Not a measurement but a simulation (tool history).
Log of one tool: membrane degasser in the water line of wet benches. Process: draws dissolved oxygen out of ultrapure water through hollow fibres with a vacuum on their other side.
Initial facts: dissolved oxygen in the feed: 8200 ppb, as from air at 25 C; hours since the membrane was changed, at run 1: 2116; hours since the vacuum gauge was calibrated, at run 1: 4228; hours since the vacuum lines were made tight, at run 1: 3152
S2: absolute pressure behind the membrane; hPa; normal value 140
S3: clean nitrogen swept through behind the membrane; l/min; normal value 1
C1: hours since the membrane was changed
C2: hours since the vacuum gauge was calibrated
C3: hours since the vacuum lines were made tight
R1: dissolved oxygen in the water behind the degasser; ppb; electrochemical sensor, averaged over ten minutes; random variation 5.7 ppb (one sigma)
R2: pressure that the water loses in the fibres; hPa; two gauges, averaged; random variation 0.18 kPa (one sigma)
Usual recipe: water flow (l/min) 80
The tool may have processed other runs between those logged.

{"run": 1, "hour": 0.0, "water flow (l/min)": 80, "S2": 140, "S3": 1, "C1": 2116, "C2": 4228, "C3": 3152, "R1": 1300.3, "R2": 329}
{"run": 2, "hour": 109.2, "water flow (l/min)": 80, "S2": 140, "S3": 1, "C1": 2225, "C2": 4337, "C3": 3261, "R1": 1305.9, "R2": 328.4}
{"run": 3, "hour": 202.2, "water flow (l/min)": 80, "S2": 140, "S3": 2.4, "C1": 2318, "C2": 4430, "C3": 3354, "R1": 707, "R2": 328.8}
{"run": 4, "hour": 291.7, "water flow (l/min)": 80, "S2": 140, "S3": 1.75, "C1": 2408, "C2": 4520, "C3": 3444, "R1": 898.9, "R2": 331.1}
{"run": 5, "hour": 374.3, "water flow (l/min)": 80, "S2": 140, "S3": 1.75, "C1": 2491, "C2": 4602, "C3": 3526, "R1": 897.6, "R2": 332.2}
{"run": 6, "hour": 484.7, "water flow (l/min)": 80, "S2": 140, "S3": 1.75, "C1": 2601, "C2": 4713, "C3": 3637, "R1": 898.6, "R2": 327}
{"run": 7, "hour": 550.8, "water flow (l/min)": 80, "S2": 140, "S3": 1.75, "C1": 2667, "C2": 4779, "C3": 3703, "R1": 902.6, "R2": 333.5}
{"run": 8, "hour": 648.9, "water flow (l/min)": 80, "S2": 140, "S3": 1.75, "C1": 2765, "C2": 4877, "C3": 3801, "R1": 892.9, "R2": 328.9}
{"run": 9, "hour": 715.3, "water flow (l/min)": 80, "S2": 145, "S3": 1, "C1": 2832, "C2": 4943, "C3": 3867, "R1": 1351, "R2": 332.2}
{"run": 10, "hour": 822.1, "water flow (l/min)": 80, "S2": 145, "S3": 1, "C1": 2938, "C2": 5050, "C3": 3974, "R1": 1348.2, "R2": 331.4}
{"run": 11, "hour": 914.1, "water flow (l/min)": 80, "S2": 145, "S3": 0.9, "C1": 3030, "C2": 5142, "C3": 4066, "R1": 1432.2, "R2": 331.9}
{"run": 12, "hour": 1012.2, "water flow (l/min)": 80, "S2": 140, "S3": 1, "C1": 3128, "C2": 5240, "C3": 4164, "R1": 1309.9, "R2": 335.3}
{"run": 13, "hour": 1119.6, "water flow (l/min)": 80, "S2": 140, "S3": 1, "C1": 3236, "C2": 5348, "C3": 4272, "R1": 1300.7, "R2": 335.8}
{"run": 14, "hour": 1211.3, "water flow (l/min)": 54, "S2": 90, "S3": 1, "C1": 3328, "C2": 5439, "C3": 4363, "R1": 561.7, "R2": 224.8}
{"run": 15, "hour": 1322.6, "water flow (l/min)": 54, "S2": 90, "S3": 1, "C1": 3439, "C2": 5551, "C3": 4475, "R1": 567, "R2": 225.9}
{"run": 16, "hour": 1382.5, "water flow (l/min)": 54, "S2": 227, "S3": 2.23, "C1": 3499, "C2": 5610, "C3": 4535, "R1": 935.8, "R2": 228.5}
{"run": 17, "hour": 1499.8, "water flow (l/min)": 80, "S2": 271, "S3": 1, "C1": 3616, "C2": 5728, "C3": 4652, "R1": 2490.4, "R2": 334.9}
{"run": 18, "hour": 1554.7, "water flow (l/min)": 80, "S2": 140, "S3": 0.6, "C1": 3671, "C2": 5783, "C3": 4707, "R1": 1740.6, "R2": 337.3}
{"run": 19, "hour": 1610.9, "water flow (l/min)": 62, "S2": 264, "S3": 0.89, "C1": 3727, "C2": 5839, "C3": 4763, "R1": 2229.3, "R2": 260.5}
{"run": 20, "hour": 1697.6, "water flow (l/min)": 62, "S2": 253, "S3": 0.89, "C1": 3814, "C2": 5926, "C3": 4850, "R1": 2149.2, "R2": 261.2}
{"hour": 1805.3, "done": "seals of the vacuum lines changed"}
{"run": 21, "hour": 1810.2, "water flow (l/min)": 52, "S2": 253, "S3": 0.89, "C1": 3924, "C2": 6036, "C3": 5, "R1": 1950.5, "R2": 219.5}
{"run": 22, "hour": 1930.1, "water flow (l/min)": 78, "S2": 213, "S3": 1.24, "C1": 4044, "C2": 6156, "C3": 125, "R1": 1728, "R2": 326.6}
{"hour": 2010.0, "done": "gauge calibrated"}
{"run": 23, "hour": 2021.6, "water flow (l/min)": 78, "S2": 213, "S3": 1.24, "C1": 4136, "C2": 6248, "C3": 216, "R1": 1727.2, "R2": 318.4}
{"run": 24, "hour": 2124.6, "water flow (l/min)": 80, "S2": 140, "S3": 1, "C1": 4239, "C2": 6351, "C3": 319, "R1": 1291.8, "R2": 326.1}
{"run": 25, "hour": 2232.8, "water flow (l/min)": 80, "S2": 140, "S3": 1, "C1": 4347, "C2": 6459, "C3": 428, "R1": 1302.8, "R2": 328.6}

Forecast each of these 3 alternatives for the next run:
{"run": "A", "hour": 2299.2, "water flow (l/min)": 80, "S2": 140, "S3": 1.04, "C1": 4413, "C2": 6525, "C3": 494, "R1": "?", "R2": "?"}
{"run": "B", "hour": 2299.2, "water flow (l/min)": 77, "S2": 110, "S3": 0.59, "C1": 4413, "C2": 6525, "C3": 494, "R1": "?", "R2": "?"}
{"run": "C", "hour": 2299.2, "water flow (l/min)": 80, "S2": 140, "S3": 0.59, "C1": 4413, "C2": 6525, "C3": 494, "R1": "?", "R2": "?"}

run=A R1=1277.6 R2=327.8
run=B R1=1290.4 R2=316.3
run=C R1=1737.8 R2=329.8
Without the tool's hidden state the same runs would have given:
run=A R1=1277.1 R2=326.3
run=B R1=1289.7 R2=314.9
run=C R1=1737.1 R2=328.3
